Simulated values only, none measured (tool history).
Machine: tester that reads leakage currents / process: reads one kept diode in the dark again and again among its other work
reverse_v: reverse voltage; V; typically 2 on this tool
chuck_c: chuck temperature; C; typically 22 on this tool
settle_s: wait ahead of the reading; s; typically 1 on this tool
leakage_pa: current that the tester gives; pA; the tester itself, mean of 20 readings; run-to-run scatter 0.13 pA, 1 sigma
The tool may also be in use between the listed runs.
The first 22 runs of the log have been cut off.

run 23 day=33.608 | reverse_v=17.98 chuck_c=29 settle_s=8.98 | leakage_pa=218.94
run 24 day=35.329 | reverse_v=1.02 chuck_c=54 settle_s=8.32 | leakage_pa=499.67
run 25 day=37.267 | reverse_v=12.37 chuck_c=54 settle_s=1 | leakage_pa=1634.29
run 26 day=38.742 | reverse_v=12.37 chuck_c=54 settle_s=1 | leakage_pa=1631.52
run 27 day=40.75 | reverse_v=12.37 chuck_c=54 settle_s=1 | leakage_pa=1644.65
run 28 day=41.771 | reverse_v=2.92 chuck_c=22 settle_s=1 | leakage_pa=47.07
run 29 day=42.971 | reverse_v=2.92 chuck_c=22 settle_s=1 | leakage_pa=47.1
run 30 day=44.658 | reverse_v=2.92 chuck_c=22 settle_s=1 | leakage_pa=47.07
run 31 day=45.65 | reverse_v=2.92 chuck_c=22 settle_s=1 | leakage_pa=46.96
run 32 day=47 | reverse_v=2 chuck_c=21 settle_s=0.81 | leakage_pa=35.6
run 33 day=48.679 | reverse_v=12.25 chuck_c=22 settle_s=1.25 | leakage_pa=93.81
run 34 day=50.742 | reverse_v=12.25 chuck_c=22 settle_s=1.25 | leakage_pa=93.13
run 35 day=52.35 | reverse_v=17.77 chuck_c=57 settle_s=0.39 | leakage_pa=2467.78
run 36 day=53.438 | reverse_v=17.77 chuck_c=57 settle_s=0.39 | leakage_pa=2476.85
run 37 day=54.483 | reverse_v=1.28 chuck_c=37 settle_s=2.45 | leakage_pa=130.53
run 38 day=55.967 | reverse_v=1.28 chuck_c=37 settle_s=2.45 | leakage_pa=129.21
run 39 day=57.792 | reverse_v=9.06 chuck_c=29 settle_s=1.05 | leakage_pa=158.92
run 40 day=59.367 | reverse_v=4.49 chuck_c=49 settle_s=1.75 | leakage_pa=668.03

Alternative continuations, all from the tool just after run 40; predict every row:
run A day=60.558 | reverse_v=7.21 chuck_c=56 settle_s=4.9 | leakage_pa=?
run B day=60.558 | reverse_v=2 chuck_c=20 settle_s=1 | leakage_pa=?
run C day=60.558 | reverse_v=3.19 chuck_c=40 settle_s=1 | leakage_pa=?

run=A leakage_pa=1481.28
run=B leakage_pa=32.23
run=C leakage_pa=262.28
Without the tool's hidden state the same runs would have given:
run=A leakage_pa=1485.12
run=B leakage_pa=32.32
run=C leakage_pa=263.01
